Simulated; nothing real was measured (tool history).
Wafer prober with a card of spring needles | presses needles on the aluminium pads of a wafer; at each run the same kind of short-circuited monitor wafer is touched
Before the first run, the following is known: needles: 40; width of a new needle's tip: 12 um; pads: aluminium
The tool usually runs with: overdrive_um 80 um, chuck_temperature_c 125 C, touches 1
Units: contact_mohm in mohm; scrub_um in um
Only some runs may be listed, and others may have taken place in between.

run     day  overdrive_um  chuck_temperature_c  touches  contact_mohm  scrub_um
  1       0            80                  125        1           276     10.24
  2    0.35            68                  125        1           327      8.72
  3   0.788            80                  125        1           248     10.19
  4   1.062            80                  125        1           283     10.19
  5   1.375            80                  125        1           277      10.2
  6   1.775            93                  125        1           256     11.85
  7   2.108            80                   30        1           257     10.18
  8   2.546            80                   30        1           242     10.14
  9   3.058            80                  125        1           269     10.15
 10   3.454            80                   49        1           237     10.15
 11   3.725            80                   49        1           286     10.16
 12   4.362            80                   97        1           236     10.11
 13   4.721            80                   97        1           290     10.15
 14   5.029            80                  125        1           286     10.16
 15    5.55            80                  125        1           290     10.07
 16   5.975            80                  125        1           293     10.11
 17   6.408            93                  125        1           268     11.72
 18   6.671            93                  125        1           239     11.75
 19   6.958            72                   41        1           312      9.08
 20    7.45            80                   32        2           244     10.07
 21    7.75            80                   32        2           239      10.1
 22   8.017            80                   32        2           211     10.01
 23     8.6            64                   75        2           272      8.02
 24   9.183            64                   82        2           285      7.97
 25   9.708            64                   44        2           287      7.99
 26  10.333            92                   26        1           237     11.55
 27  10.825            92                   28        1           248     11.55
 28  11.271            67                   28        1           267      8.31
 29  11.808            89                   38        2           231     11.12
 30  12.221            89                   38        2           227     11.14
 31  12.792            62                   32        1           348      7.67
 32  13.292            80                   29        1           290      9.99

The log once held 29 entries between its listed runs, left out of this copy. Where does each go, and what is different about the tool's unlogged condition between the listed run before it and the listed run after it?
Logged between run 1 and run 2: tips cleaned on abrasive film (day 0.25)
  debris on the tips, nm: 111.8 -> 131.7; tips' diameter, um: 12.68 -> 12.91
  measured result minus the result with no hidden state, contact_mohm: +82 -> +129 mohm; scrub_um: +0 -> +0 um
Logged between run 2 and run 3: tips cleaned on abrasive film (day 0.704)
  debris on the tips, nm: 131.7 -> 70.1; way that the needles fall short of the set height, um: 0 -> 0.05; tips' diameter, um: 12.91 -> 12.93
  measured result minus the result with no hidden state, contact_mohm: +129 -> +53 mohm; scrub_um: +0 -> +0 um
Logged between run 4 and run 5: tips cleaned on abrasive film (day 1.158)
  debris on the tips, nm: 118.7 -> 107.8; way that the needles fall short of the set height, um: 0.05 -> 0.13; tips' diameter, um: 12.93 -> 12.96
  measured result minus the result with no hidden state, contact_mohm: +88 -> +82 mohm; scrub_um: -0.01 -> -0.01 um
Logged between run 5 and run 6: tips cleaned on abrasive film, once more (day 1.517)
  debris on the tips, nm: 107.8 -> 109.2; way that the needles fall short of the set height, um: 0.13 -> 0.19; tips' diameter, um: 12.96 -> 12.98
  measured result minus the result with no hidden state, contact_mohm: +82 -> +64 mohm; scrub_um: -0.01 -> -0.02 um
Logged between run 6 and run 7: tips cleaned on abrasive film (day 1.967)
  debris on the tips, nm: 109.2 -> 90.1; way that the needles fall short of the set height, um: 0.19 -> 0.26; tips' diameter, um: 12.98 -> 13
  measured result minus the result with no hidden state, contact_mohm: +64 -> +80 mohm; scrub_um: -0.02 -> -0.03 um
Logged between run 7 and run 8: tips cleaned on abrasive film (day 2.45)
  debris on the tips, nm: 90.1 -> 68.1; way that the needles fall short of the set height, um: 0.26 -> 0.35; tips' diameter, um: 13 -> 13.03
  measured result minus the result with no hidden state, contact_mohm: +80 -> +62 mohm; scrub_um: -0.03 -> -0.05 um
Logged between run 8 and run 9: tips cleaned on abrasive film (day 2.921)
  debris on the tips, nm: 68.1 -> 89.4; way that the needles fall short of the set height, um: 0.35 -> 0.41; tips' diameter, um: 13.03 -> 13.06
  measured result minus the result with no hidden state, contact_mohm: +62 -> +70 mohm; scrub_um: -0.05 -> -0.05 um
Logged between run 9 and run 10: tips cleaned on abrasive film (day 3.388)
  debris on the tips, nm: 89.4 -> 62.5; way that the needles fall short of the set height, um: 0.41 -> 0.49; tips' diameter, um: 13.06 -> 13.09
  measured result minus the result with no hidden state, contact_mohm: +70 -> +56 mohm; scrub_um: -0.05 -> -0.06 um
Logged between run 11 and run 12: tips cleaned on abrasive film (day 3.846); tips cleaned on abrasive film (day 4.292)
  debris on the tips, nm: 117.8 -> 51.4; way that the needles fall short of the set height, um: 0.49 -> 0.64; tips' diameter, um: 13.09 -> 13.14
  measured result minus the result with no hidden state, contact_mohm: +104 -> +43 mohm; scrub_um: -0.07 -> -0.08 um
Logged between run 13 and run 14: tips cleaned on abrasive film (day 4.758)
  debris on the tips, nm: 121.1 -> 112.7; way that the needles fall short of the set height, um: 0.64 -> 0.71; tips' diameter, um: 13.14 -> 13.16
  measured result minus the result with no hidden state, contact_mohm: +99 -> +89 mohm; scrub_um: -0.08 -> -0.09 um
Logged between run 14 and run 15: tips cleaned on abrasive film (day 5.204)
  debris on the tips, nm: 112.7 -> 117.6; way that the needles fall short of the set height, um: 0.71 -> 0.8; tips' diameter, um: 13.16 -> 13.19
  measured result minus the result with no hidden state, contact_mohm: +89 -> +94 mohm; scrub_um: -0.09 -> -0.1 um
Logged between run 15 and run 16: tips cleaned on abrasive film (day 5.646)
  debris on the tips, nm: 117.6 -> 118.1; way that the needles fall short of the set height, um: 0.8 -> 0.87; tips' diameter, um: 13.19 -> 13.22
  measured result minus the result with no hidden state, contact_mohm: +94 -> +95 mohm; scrub_um: -0.1 -> -0.11 um
Logged between run 16 and run 17: tips cleaned on abrasive film (day 6.112)
  debris on the tips, nm: 118.1 -> 113.8; way that the needles fall short of the set height, um: 0.87 -> 0.94; tips' diameter, um: 13.22 -> 13.24
  measured result minus the result with no hidden state, contact_mohm: +95 -> +71 mohm; scrub_um: -0.11 -> -0.11 um
Logged between run 17 and run 18: tips cleaned on abrasive film (day 6.579)
  debris on the tips, nm: 113.8 -> 73.9; way that the needles fall short of the set height, um: 0.94 -> 1.02; tips' diameter, um: 13.24 -> 13.27
  measured result minus the result with no hidden state, contact_mohm: +71 -> +46 mohm; scrub_um: -0.11 -> -0.13 um
Logged between run 19 and run 20: tips cleaned on abrasive film (day 7.038)
  debris on the tips, nm: 120 -> 120.6; way that the needles fall short of the set height, um: 1.02 -> 1.1; tips' diameter, um: 13.27 -> 13.3
  measured result minus the result with no hidden state, contact_mohm: +130 -> +67 mohm; scrub_um: -0.13 -> -0.14 um
Logged between run 20 and run 21: tips cleaned on abrasive film (day 7.492)
  debris on the tips, nm: 120.6 -> 108.2; way that the needles fall short of the set height, um: 1.1 -> 1.17; tips' diameter, um: 13.3 -> 13.32
  measured result minus the result with no hidden state, contact_mohm: +67 -> +61 mohm; scrub_um: -0.14 -> -0.15 um
Logged between run 21 and run 22: tips cleaned on abrasive film (day 7.938)
  debris on the tips, nm: 108.2 -> 59.5; way that the needles fall short of the set height, um: 1.17 -> 1.26; tips' diameter, um: 13.32 -> 13.35
  measured result minus the result with no hidden state, contact_mohm: +61 -> +35 mohm; scrub_um: -0.15 -> -0.16 um
Logged between run 22 and run 23: tips cleaned on abrasive film (day 8.388)
  debris on the tips, nm: 59.5 -> 104.9; way that the needles fall short of the set height, um: 1.26 -> 1.35; tips' diameter, um: 13.35 -> 13.39
  measured result minus the result with no hidden state, contact_mohm: +35 -> +82 mohm; scrub_um: -0.16 -> -0.17 um
Logged between run 23 and run 24: tips cleaned on abrasive film (day 8.842)
  debris on the tips, nm: 104.9 -> 117.1; way that the needles fall short of the set height, um: 1.35 -> 1.41; tips' diameter, um: 13.39 -> 13.41
  measured result minus the result with no hidden state, contact_mohm: +82 -> +92 mohm; scrub_um: -0.17 -> -0.18 um
Logged between run 24 and run 25: tips cleaned on abrasive film (day 9.3)
  debris on the tips, nm: 117.1 -> 120; way that the needles fall short of the set height, um: 1.41 -> 1.5; tips' diameter, um: 13.41 -> 13.44
  measured result minus the result with no hidden state, contact_mohm: +92 -> +101 mohm; scrub_um: -0.18 -> -0.19 um
Logged between run 25 and run 26: tips cleaned on abrasive film (day 9.762); tips cleaned on abrasive film (day 10.225)
  debris on the tips, nm: 120 -> 78.2; way that the needles fall short of the set height, um: 1.5 -> 1.65; tips' diameter, um: 13.44 -> 13.49
  measured result minus the result with no hidden state, contact_mohm: +101 -> +61 mohm; scrub_um: -0.19 -> -0.21 um
Logged between run 26 and run 27: tips cleaned on abrasive film (day 10.696)
  debris on the tips, nm: 78.2 -> 89.5; way that the needles fall short of the set height, um: 1.65 -> 1.71; tips' diameter, um: 13.49 -> 13.51
  measured result minus the result with no hidden state, contact_mohm: +61 -> +70 mohm; scrub_um: -0.21 -> -0.21 um
Logged between run 27 and run 28: tips cleaned on abrasive film (day 11.179)
  debris on the tips, nm: 89.5 -> 66.1; way that the needles fall short of the set height, um: 1.71 -> 1.78; tips' diameter, um: 13.51 -> 13.54
  measured result minus the result with no hidden state, contact_mohm: +70 -> +88 mohm; scrub_um: -0.21 -> -0.23 um
Logged between run 28 and run 29: tips cleaned on abrasive film (day 11.646)
  debris on the tips, nm: 66.1 -> 98.8; way that the needles fall short of the set height, um: 1.78 -> 1.84; tips' diameter, um: 13.54 -> 13.56
  measured result minus the result with no hidden state, contact_mohm: +88 -> +49 mohm; scrub_um: -0.23 -> -0.23 um
Logged between run 29 and run 30: tips cleaned on abrasive film (day 12.1)
  debris on the tips, nm: 98.8 -> 87.1; way that the needles fall short of the set height, um: 1.84 -> 1.91; tips' diameter, um: 13.56 -> 13.58
  measured result minus the result with no hidden state, contact_mohm: +49 -> +44 mohm; scrub_um: -0.23 -> -0.24 um
Logged between run 30 and run 31: tips cleaned on abrasive film (day 12.55)
  debris on the tips, nm: 87.1 -> 110.8; way that the needles fall short of the set height, um: 1.91 -> 1.97; tips' diameter, um: 13.58 -> 13.6
  measured result minus the result with no hidden state, contact_mohm: +44 -> +168 mohm; scrub_um: -0.24 -> -0.25 um
Logged between run 31 and run 32: tips cleaned on abrasive film (day 13.004)
  debris on the tips, nm: 110.8 -> 115.8; way that the needles fall short of the set height, um: 1.97 -> 2.03; tips' diameter, um: 13.6 -> 13.62
  measured result minus the result with no hidden state, contact_mohm: +168 -> +114 mohm; scrub_um: -0.25 -> -0.25 um
